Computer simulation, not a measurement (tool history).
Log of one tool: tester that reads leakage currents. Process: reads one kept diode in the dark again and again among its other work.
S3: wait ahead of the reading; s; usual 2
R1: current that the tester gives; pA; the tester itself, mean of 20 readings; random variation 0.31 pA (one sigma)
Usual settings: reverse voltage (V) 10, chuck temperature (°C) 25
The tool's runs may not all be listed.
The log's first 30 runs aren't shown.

Run 31, day 87.792: usual settings but reverse voltage (V) 9.9, chuck temperature (°C) 23, S3 6.47 s. Result: R1 89.56 pA.
Run 32, day 90.2: usual settings but reverse voltage (V) 3.7, S3 1.25 s. Result: R1 61.73 pA.
Run 33, day 93.871: usual settings but reverse voltage (V) 12.9. Result: R1 123.33 pA.
Run 34, day 96.638: usual settings but reverse voltage (V) 12.9. Result: R1 123.24 pA.
Run 35, day 99.604: usual settings but reverse voltage (V) 6.6, chuck temperature (°C) 39, S3 6.7 s. Result: R1 268.85 pA.
Run 36, day 103.058: usual settings but reverse voltage (V) 1.7, S3 0.59 s. Result: R1 40.15 pA.
Run 37, day 104.808: usual settings but reverse voltage (V) 2.3, chuck temperature (°C) 21, S3 7.82 s. Result: R1 33.25 pA.
Run 38, day 108.558: usual settings but reverse voltage (V) 2.3, chuck temperature (°C) 21, S3 7.82 s. Result: R1 32.87 pA.

Forecast each of these 5 alternatives for the next run:
At day 109.167: chuck's temperature calibrated.
At day 109.975: tester calibrated.
Run A, day 112.525: usual settings but reverse voltage (V) 5.4, chuck temperature (°C) 31. Result: R1 ?.
At day 109.167: chuck's temperature calibrated.
At day 109.975: tester calibrated.
Run B, day 112.525: usual settings but reverse voltage (V) 3.6, chuck temperature (°C) 35, S3 0.78 s. Result: R1 ?.
At day 109.167: chuck's temperature calibrated.
At day 109.975: tester calibrated.
Run C, day 112.525: usual settings but reverse voltage (V) 1.8, chuck temperature (°C) 37, S3 1.26 s. Result: R1 ?.
At day 109.167: chuck's temperature calibrated.
At day 109.975: tester calibrated.
Run D, day 112.525: usual settings but reverse voltage (V) 1.4, S3 2.29 s. Result: R1 ?.
At day 109.167: chuck's temperature calibrated.
At day 109.975: tester calibrated.
Run E, day 112.525: usual settings. Result: R1 ?.

run      R1
  A  132.31
  B  148.36
  C  120.25
  D   38.03
  E  113.38
Without the tool's hidden state the same runs would have given:
run      R1
  A  126.57
  B  144.46
  C  118.24
  D   36.54
  E  102.94

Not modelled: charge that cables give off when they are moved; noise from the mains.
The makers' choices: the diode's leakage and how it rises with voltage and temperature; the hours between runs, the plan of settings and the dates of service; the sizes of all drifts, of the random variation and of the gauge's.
